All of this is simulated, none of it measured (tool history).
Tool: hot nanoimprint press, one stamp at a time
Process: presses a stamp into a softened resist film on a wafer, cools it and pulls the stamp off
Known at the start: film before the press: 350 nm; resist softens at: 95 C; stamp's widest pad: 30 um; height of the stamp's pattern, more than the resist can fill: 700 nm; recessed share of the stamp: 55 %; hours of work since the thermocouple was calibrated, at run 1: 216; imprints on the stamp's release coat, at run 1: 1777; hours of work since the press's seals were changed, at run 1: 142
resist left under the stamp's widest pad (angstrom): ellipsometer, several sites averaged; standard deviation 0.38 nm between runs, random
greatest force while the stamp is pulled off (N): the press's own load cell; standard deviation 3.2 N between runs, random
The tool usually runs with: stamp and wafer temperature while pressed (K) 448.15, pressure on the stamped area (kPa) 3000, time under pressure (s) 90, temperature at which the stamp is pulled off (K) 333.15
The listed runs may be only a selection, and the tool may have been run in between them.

run     day  stamp and wafer temperature while pressed (K)  pressure on the stamped area (kPa)  time under pressure (s)  temperature at which the stamp is pulled off (K)  hours of work since the thermocouple was calibrated  imprints on the stamp's release coat  hours of work since the press's seals were changed  resist left under the stamp's widest pad (angstrom)  greatest force while the stamp is pulled off (N)
  1   0.000                                         448.15                                3000                       90                                            333.15                                                  216                                  1777                                                 142                                                 1431                                               159
  2   0.279                                         448.15                                3000                       90                                            333.15                                                  219                                  1797                                                 145                                                 1433                                               153
  3   0.771                                         448.15                                3000                       89                                            333.15                                                  225                                  1833                                                 151                                                 1443                                               153
  4   1.358                                         448.15                                3000                       90                                            333.15                                                  232                                  1875                                                 158                                                 1435                                               159
  5   1.967                                         448.15                                3000                       52                                            333.15                                                  240                                  1919                                                 166                                                 1761                                               155
  6   2.467                                         448.15                                3000                      145                                            333.15                                                  246                                  1955                                                 172                                                 1180                                               153
  7   2.771                                         448.15                                3000                      145                                            333.15                                                  250                                  1977                                                 176                                                 1186                                               160
  8   3.062                                         448.15                                3000                      145                                            333.15                                                  253                                  1998                                                 179                                                 1178                                               151
  9   3.354                                         448.15                                3000                       90                                            331.15                                                  257                                  2019                                                 183                                                 1440                                               159
 10   3.875                                         448.15                                3000                       90                                            331.15                                                  263                                  2057                                                 189                                                 1442                                               161
 11   4.329                                         448.15                                3000                       90                                            331.15                                                  269                                  2089                                                 195                                                 1440                                               157
 12   4.833                                         448.15                                3000                       90                                            333.15                                                  275                                  2126                                                 201                                                 1444                                               162
 13   5.479                                         448.15                                3000                       90                                            333.15                                                  283                                  2172                                                 209                                                 1445                                               155
 14   5.817                                         448.15                                3000                       90                                            333.15                                                  287                                  2196                                                 213                                                 1444                                               154
 15   6.096                                         448.15                                3000                       90                                            333.15                                                  290                                  2217                                                 216                                                 1444                                               155
 16   6.604                                         437.15                                2260                       90                                            333.15                                                  296                                  2253                                                 222                                                 2151                                               153
 17   6.929                                         455.15                                2260                      122                                            325.15                                                  300                                  2277                                                 226                                                 1210                                               179
 18   7.296                                         455.15                                2260                      122                                            325.15                                                  305                                  2303                                                 231                                                 1210                                               175
 19   7.633                                         459.15                                3000                       90                                            319.15                                                  309                                  2328                                                 235                                                 1080                                               184
 20   8.208                                         457.15                                3000                       67                                            319.15                                                  316                                  2369                                                 242                                                 1297                                               192
 21   8.617                                         457.15                                3000                       67                                            319.15                                                  321                                  2398                                                 247                                                 1293                                               194
      8.942  -- stamp cleaned and given a new release coat
 22   9.350                                         453.15                                4360                       84                                            333.15                                                  327                                    29                                                 253                                                 1092                                               158
 23   9.808                                         457.15                                3000                      124                                            320.15                                                  332                                    62                                                 258                                                  997                                               191
 24  10.279                                         457.15                                3000                      124                                            320.15                                                  338                                    96                                                 264                                                 1000                                               183
 25  10.904                                         454.15                                3000                       61                                            322.15                                                  346                                   141                                                 272                                                 1452                                               189
 26  11.238                                         454.15                                3000                       61                                            322.15                                                  350                                   165                                                 276                                                 1455                                               178
 27  11.596                                         448.15                                3390                       65                                            326.15                                                  354                                   191                                                 280                                                 1561                                               168
 28  12.188                                         448.15                                3550                       65                                            326.15                                                  361                                   234                                                 287                                                 1538                                               166
 29  12.758                                         448.15                                3340                       90                                            333.15                                                  368                                   275                                                 294                                                 1390                                               152

Results per run with the tool's hidden condition removed, run-to-run variation unchanged:
Hidden state at play: true temperature over the reading, C; pressure that arrives at the usual setting, %; grip of the stamp's worn release coat, % over a new coat's; drift of the gauge itself on residual_nm, %; drift of the gauge itself on pull_off_n, %.
run  resist left under the stamp's widest pad (angstrom)
  1                                                 1430
  2                                                 1431
  3                                                 1440
  4                                                 1431
  5                                                 1755
  6                                                 1176
  7                                                 1181
  8                                                 1173
  9                                                 1433
 10                                                 1433
 11                                                 1431
 12                                                 1434
 13                                                 1434
 14                                                 1432
 15                                                 1432
 16                                                 2131
 17                                                 1198
 18                                                 1198
 19                                                 1068
 20                                                 1283
 21                                                 1278
 22                                                 1079
 23                                                  983
 24                                                  987
 25                                                 1431
 26                                                 1433
 27                                                 1537
 28                                                 1513
 29                                                 1366
greatest force while the stamp is pulled off (N): at most 3 away from the measurement, every run.
